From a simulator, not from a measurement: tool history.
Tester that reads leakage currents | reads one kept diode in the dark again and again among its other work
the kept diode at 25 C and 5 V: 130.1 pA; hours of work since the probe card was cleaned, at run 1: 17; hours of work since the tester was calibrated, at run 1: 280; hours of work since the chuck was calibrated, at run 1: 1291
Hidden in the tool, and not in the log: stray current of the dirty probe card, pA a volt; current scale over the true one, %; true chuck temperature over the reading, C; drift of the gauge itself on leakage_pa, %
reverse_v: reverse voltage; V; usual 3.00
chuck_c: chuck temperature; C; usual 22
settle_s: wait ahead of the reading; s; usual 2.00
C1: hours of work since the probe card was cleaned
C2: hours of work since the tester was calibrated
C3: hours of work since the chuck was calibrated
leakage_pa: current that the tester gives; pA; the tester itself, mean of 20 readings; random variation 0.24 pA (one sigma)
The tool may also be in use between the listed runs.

Run 1, hour 0.0: usual settings; C1 17; C2 280; C3 1291. Result: leakage_pa 76.86 pA.
Run 2, hour 50.3: usual settings but chuck_c 28 C; C1 40; C2 304; C3 1315. Result: leakage_pa 123.54 pA.
Run 3, hour 87.7: usual settings but chuck_c 28 C; C1 58; C2 321; C3 1332. Result: leakage_pa 122.83 pA.
Run 4, hour 139.6: usual settings but chuck_c 28 C; C1 82; C2 345; C3 1356. Result: leakage_pa 122.94 pA.
Run 5, hour 185.7: usual settings but chuck_c 28 C; C1 103; C2 367; C3 1378. Result: leakage_pa 123.49 pA.
Run 6, hour 225.1: usual settings but chuck_c 28 C; C1 122; C2 385; C3 1396. Result: leakage_pa 123.42 pA.
Run 7, hour 259.5: usual settings but chuck_c 28 C; C1 138; C2 401; C3 1412. Result: leakage_pa 123.21 pA.
Run 8, hour 329.5: usual settings; C1 170; C2 434; C3 1445. Result: leakage_pa 76.24 pA.
Run 9, hour 377.1: usual settings; C1 192; C2 456; C3 1467. Result: leakage_pa 76.63 pA.
Run 10, hour 431.0: usual settings; C1 217; C2 481; C3 1492. Result: leakage_pa 76.73 pA.
Run 11, hour 466.3: usual settings; C1 234; C2 498; C3 1508. Result: leakage_pa 77.58 pA.
Run 12, hour 499.0: usual settings; C1 249; C2 513; C3 1523. Result: leakage_pa 76.65 pA.
Run 13, hour 548.7: usual settings; C1 272; C2 536; C3 1547. Result: leakage_pa 76.49 pA.
Run 14, hour 606.0: usual settings; C1 299; C2 563; C3 1573. Result: leakage_pa 76.50 pA.
Run 15, hour 667.1: usual settings but settle_s 0.98 s; C1 327; C2 591; C3 1602. Result: leakage_pa 77.01 pA.
Run 16, hour 701.7: usual settings but settle_s 0.98 s; C1 343; C2 607; C3 1618. Result: leakage_pa 76.90 pA.
Run 17, hour 749.5: usual settings but settle_s 0.98 s; C1 366; C2 629; C3 1640. Result: leakage_pa 77.35 pA.
Run 18, hour 808.1: usual settings; C1 393; C2 657; C3 1667. Result: leakage_pa 77.01 pA.
Run 19, hour 873.4: usual settings; C1 423; C2 687; C3 1698. Result: leakage_pa 76.67 pA.
Run 20, hour 907.7: usual settings; C1 439; C2 703; C3 1714. Result: leakage_pa 76.99 pA.
Run 21, hour 978.4: usual settings; C1 472; C2 736; C3 1747. Result: leakage_pa 76.68 pA.
Run 22, hour 1036.9: usual settings; C1 500; C2 763; C3 1774. Result: leakage_pa 76.72 pA.
Run 23, hour 1098.7: usual settings; C1 528; C2 792; C3 1803. Result: leakage_pa 77.00 pA.
Run 24, hour 1137.7: usual settings but reverse_v 18.94 V; C1 547; C2 810; C3 1821. Result: leakage_pa 221.17 pA.
Run 25, hour 1198.1: usual settings but reverse_v 18.94 V, chuck_c 41 C, settle_s 5.80 s; C1 575; C2 838; C3 1849. Result: leakage_pa 916.45 pA.
Run 26, hour 1240.1: usual settings but reverse_v 12.86 V, chuck_c 26 C, settle_s 0.98 s; C1 594; C2 858; C3 1869. Result: leakage_pa 243.68 pA.
Run 27, hour 1297.5: usual settings but chuck_c 30 C, settle_s 0.98 s; C1 621; C2 885; C3 1895. Result: leakage_pa 143.75 pA.
At hour 1323.9: chuck's temperature calibrated.
Run 28, hour 1352.5: usual settings but chuck_c 30 C, settle_s 0.98 s; C1 646; C2 909; C3 13. Result: leakage_pa 143.32 pA.
Run 29, hour 1383.2: usual settings but reverse_v 14.51 V, chuck_c 24 C, settle_s 8.19 s; C1 660; C2 924; C3 28. Result: leakage_pa 220.94 pA.
Run 30, hour 1446.8: usual settings but reverse_v 14.51 V, chuck_c 36 C, settle_s 2.88 s; C1 690; C2 953; C3 57. Result: leakage_pa 550.01 pA.
Run 31, hour 1502.6: usual settings but reverse_v 14.51 V, chuck_c 36 C, settle_s 2.88 s; C1 716; C2 979; C3 83. Result: leakage_pa 554.52 pA.
Run 32, hour 1536.1: usual settings but reverse_v 14.51 V, chuck_c 36 C, settle_s 2.88 s; C1 731; C2 995; C3 99. Result: leakage_pa 549.87 pA.
Run 33, hour 1565.4: usual settings but reverse_v 5.32 V; C1 745; C2 1008; C3 112. Result: leakage_pa 106.81 pA.
Run 34, hour 1597.2: usual settings but reverse_v 5.32 V; C1 760; C2 1023; C3 127. Result: leakage_pa 106.90 pA.
Run 35, hour 1651.3: usual settings but reverse_v 2.17 V, chuck_c 21 C, settle_s 0.49 s; C1 785; C2 1048; C3 152. Result: leakage_pa 59.77 pA.
Run 36, hour 1681.2: usual settings but reverse_v 4.25 V, chuck_c 51 C, settle_s 0.79 s; C1 799; C2 1062; C3 166. Result: leakage_pa 779.80 pA.
Run 37, hour 1750.2: usual settings but reverse_v 4.25 V, chuck_c 51 C, settle_s 0.79 s; C1 831; C2 1095; C3 199. Result: leakage_pa 779.50 pA.
Run 38, hour 1799.4: usual settings but reverse_v 4.25 V, chuck_c 54 C, settle_s 0.91 s; C1 854; C2 1117; C3 221. Result: leakage_pa 944.33 pA.
Run 39, hour 1867.4: usual settings but reverse_v 1.34 V, chuck_c 35 C, settle_s 0.63 s; C1 885; C2 1149; C3 253. Result: leakage_pa 131.12 pA.

Measured less the same run without the tool's hidden state. The same run-to-run variation is in both; the gauge's scatter may not be:
run  leakage_pa
  1       -0.18
  2       -0.29
  3       -0.30
  4       -0.30
  5       -0.31
  6       -0.31
  7       -0.30
  8       -0.20
  9       -0.20
 10       -0.21
 11       -0.21
 12       -0.20
 13       -0.21
 14       -0.21
 15       -0.21
 16       -0.22
 17       -0.22
 18       -0.22
 19       -0.22
 20       -0.22
 21       -0.23
 22       -0.23
 23       -0.24
 24       -0.56
 25       -2.67
 26       -0.69
 27       -0.46
 28       -0.02
 29       +0.08
 30       -0.08
 31       -0.10
 32       -0.10
 33       +0.01
 34       +0.01
 35       -0.01
 36       -0.43
 37       -0.46
 38       -0.60
 39       -0.09
